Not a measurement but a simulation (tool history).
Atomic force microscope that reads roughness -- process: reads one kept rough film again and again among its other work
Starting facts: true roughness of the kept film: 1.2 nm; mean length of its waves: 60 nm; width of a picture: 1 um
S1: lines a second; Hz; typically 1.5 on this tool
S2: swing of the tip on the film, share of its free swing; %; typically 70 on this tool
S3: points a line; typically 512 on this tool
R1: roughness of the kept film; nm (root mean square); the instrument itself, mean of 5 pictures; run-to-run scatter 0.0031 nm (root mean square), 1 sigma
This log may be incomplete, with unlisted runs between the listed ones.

| run | hour | S1 | S2 | S3 | R1 |
|---|---|---|---|---|---|
| 1 | 0 | 1.5 | 70 | 512 | 1.085 |
| 2 | 12.4 | 0.55 | 70 | 512 | 1.138 |
| 3 | 26.5 | 1.08 | 70 | 512 | 1.105 |
| 4 | 37.1 | 1.08 | 70 | 512 | 1.099 |
| 5 | 47 | 1.5 | 70 | 309 | 1.071 |
| 6 | 58.5 | 1.5 | 70 | 309 | 1.077 |
| 7 | 70.1 | 1.5 | 70 | 418 | 1.075 |
| 8 | 83.4 | 0.73 | 70 | 418 | 1.117 |
| 9 | 97 | 0.73 | 70 | 418 | 1.113 |
| 10 | 104.2 | 1.5 | 86 | 512 | 0.971 |
| 11 | 118 | 1.5 | 86 | 512 | 0.969 |
| 12 | 132 | 2.52 | 86 | 512 | 0.868 |
| 13 | 141.9 | 2.52 | 86 | 512 | 0.884 |
| 14 | 150 | 3.41 | 70 | 512 | 0.986 |
| 15 | 158.1 | 1.5 | 70 | 512 | 1.09 |
| 16 | 165.4 | 1.5 | 56 | 512 | 1.144 |
| 17 | 173.3 | 1.5 | 56 | 512 | 1.143 |
| 18 | 183.6 | 1.5 | 56 | 512 | 1.144 |
| 19 | 197.3 | 1.5 | 65 | 512 | 1.111 |
| 20 | 209.9 | 1.5 | 70 | 512 | 1.083 |
| 21 | 218.1 | 1.5 | 89 | 512 | 0.956 |
| 22 | 225.3 | 1.5 | 89 | 512 | 0.954 |
| 23 | 238.9 | 1.5 | 70 | 459 | 1.085 |
| 24 | 248.8 | 1.5 | 70 | 459 | 1.078 |
| 25 | 261 | 1.5 | 70 | 459 | 1.082 |
| 26 | 271.6 | 3.87 | 87 | 448 | 0.762 |
| 27 | 286.5 | 3.06 | 87 | 448 | 0.825 |
| 28 | 301 | 0.87 | 68 | 340 | 1.123 |
| 29 | 313.3 | 1.02 | 84 | 804 | 1.038 |
| 30 | 325.6 | 1.02 | 84 | 804 | 1.04 |
| 31 | 333.2 | 1.02 | 84 | 804 | 1.038 |
| 32 | 342.8 | 1.02 | 84 | 804 | 1.035 |
| 33 | 354.3 | 1.02 | 90 | 804 | 1.005 |
| 34 | 366.7 | 2.65 | 60 | 512 | 1.078 |
| 35 | 380.3 | 1.5 | 70 | 737 | 1.066 |
| 36 | 394.4 | 1.5 | 70 | 737 | 1.091 |
| 37 | 400.9 | 1.5 | 70 | 737 | 1.097 |
| 38 | 409.8 | 1.22 | 63 | 512 | 1.131 |
| 39 | 419.8 | 1.22 | 63 | 512 | 1.134 |
| 40 | 432 | 1.5 | 70 | 531 | 1.09 |
| 41 | 438.1 | 1.5 | 70 | 531 | 1.096 |
| 42 | 451.7 | 1.5 | 70 | 531 | 1.086 |
| 43 | 460.4 | 0.82 | 70 | 694 | 1.128 |
| 44 | 469.4 | 2.05 | 70 | 284 | 1.053 |
| 45 | 483.4 | 2.05 | 70 | 284 | 1.051 |
| 46 | 489.8 | 1.5 | 88 | 753 | 0.969 |
| 47 | 500.8 | 0.92 | 76 | 740 | 1.099 |
| 48 | 514.2 | 1.5 | 77 | 413 | 1.036 |

Not shown: 4 entries that the log had between the listed runs. Between which runs, and how does the tool's hidden state differ before and after?
From run 12 to run 13: new tip fitted (hour 136.4)
  radius of the tip, nm: 22.6 -> 7.8; height scale over the true one, %: 0.04 -> 0.05
  what was measured, less what the result would be without the hidden state, R1: -0.017 -> -0.001 nm (root mean square)
From run 23 to run 24: height scale calibrated on a step standard (hour 241.1)
  radius of the tip, nm: 13.5 -> 14.1; height scale over the true one, %: 0.11 -> 0.17
  what was measured, less what the result would be without the hidden state, R1: -0.008 -> -0.008 nm (root mean square)
From run 26 to run 27: height scale calibrated on a step standard, once more (hour 281.6)
  radius of the tip, nm: 15.3 -> 16.1; height scale over the true one, %: 0.19 -> 0.02
  what was measured, less what the result would be without the hidden state, R1: -0.007 -> -0.009 nm (root mean square)
From run 35 to run 36: new tip fitted (hour 393.1)
  radius of the tip, nm: 21.6 -> 7.2; height scale over the true one, %: 0.08 -> 0.09
  what was measured, less what the result would be without the hidden state, R1: -0.019 -> +0.001 nm (root mean square)

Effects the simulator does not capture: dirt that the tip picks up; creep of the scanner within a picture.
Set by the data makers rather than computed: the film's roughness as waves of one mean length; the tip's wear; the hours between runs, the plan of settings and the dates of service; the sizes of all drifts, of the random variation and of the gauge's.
